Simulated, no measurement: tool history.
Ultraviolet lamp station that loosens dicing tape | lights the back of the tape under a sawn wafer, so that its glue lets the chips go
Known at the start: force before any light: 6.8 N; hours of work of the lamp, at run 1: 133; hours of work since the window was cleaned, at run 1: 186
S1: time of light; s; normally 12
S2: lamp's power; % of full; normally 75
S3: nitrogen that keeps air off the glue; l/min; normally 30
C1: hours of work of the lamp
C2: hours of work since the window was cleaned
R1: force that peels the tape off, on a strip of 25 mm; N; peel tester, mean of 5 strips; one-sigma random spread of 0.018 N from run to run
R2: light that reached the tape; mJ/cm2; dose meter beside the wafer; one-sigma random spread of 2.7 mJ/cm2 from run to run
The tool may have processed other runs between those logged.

| run | hour | S1 | S2 | S3 | C1 | C2 | R1 | R2 |
|---|---|---|---|---|---|---|---|---|
| 1 | 0.0 | 12 | 75 | 30 | 133 | 186 | 0.873 | 360 |
| 2 | 7.7 | 12 | 75 | 13 | 136 | 189 | 1.431 | 359 |
| 3 | 12.7 | 12 | 75 | 13 | 138 | 191 | 1.401 | 362 |
| 4 | 23.1 | 12 | 75 | 13 | 143 | 196 | 1.429 | 355 |
| 5 | 29.9 | 12 | 75 | 13 | 146 | 199 | 1.414 | 351 |
| 6 | 35.0 | 12 | 75 | 27 | 149 | 201 | 0.904 | 356 |
| 7 | 41.7 | 19 | 67 | 10 | 152 | 205 | 1.042 | 513 |
| 8 | 48.5 | 23 | 63 | 58 | 155 | 208 | 0.291 | 581 |
| 9 | 56.2 | 17 | 63 | 58 | 158 | 211 | 0.438 | 427 |
| 10 | 66.1 | 19 | 65 | 22 | 163 | 216 | 0.587 | 489 |
| 11 | 73.8 | 13 | 69 | 16 | 166 | 219 | 1.277 | 361 |

Consider 5 possible next runs. They are alternatives, not a sequence: every one starts from the tool as it was left by run 11. What does each give?
| A | 80.8 | 15 | 81 | 11 | 169 | 222 | ? | ? |
| B | 80.8 | 20 | 93 | 15 | 169 | 222 | ? | ? |
| C | 80.8 | 12 | 67 | 30 | 169 | 222 | ? | ? |
| D | 80.8 | 12 | 75 | 23 | 169 | 222 | ? | ? |
| E | 80.8 | 12 | 80 | 13 | 169 | 222 | ? | ? |

| run | R1 | R2 |
|---|---|---|
| A | 1.006 | 478 |
| B | 0.390 | 744 |
| C | 1.043 | 323 |
| D | 1.010 | 358 |
| E | 1.336 | 387 |
Without the tool's hidden state the same runs would have given:
| run | R1 | R2 |
|---|---|---|
| A | 1.003 | 478 |
| B | 0.389 | 745 |
| C | 1.040 | 324 |
| D | 1.007 | 358 |
| E | 1.333 | 387 |

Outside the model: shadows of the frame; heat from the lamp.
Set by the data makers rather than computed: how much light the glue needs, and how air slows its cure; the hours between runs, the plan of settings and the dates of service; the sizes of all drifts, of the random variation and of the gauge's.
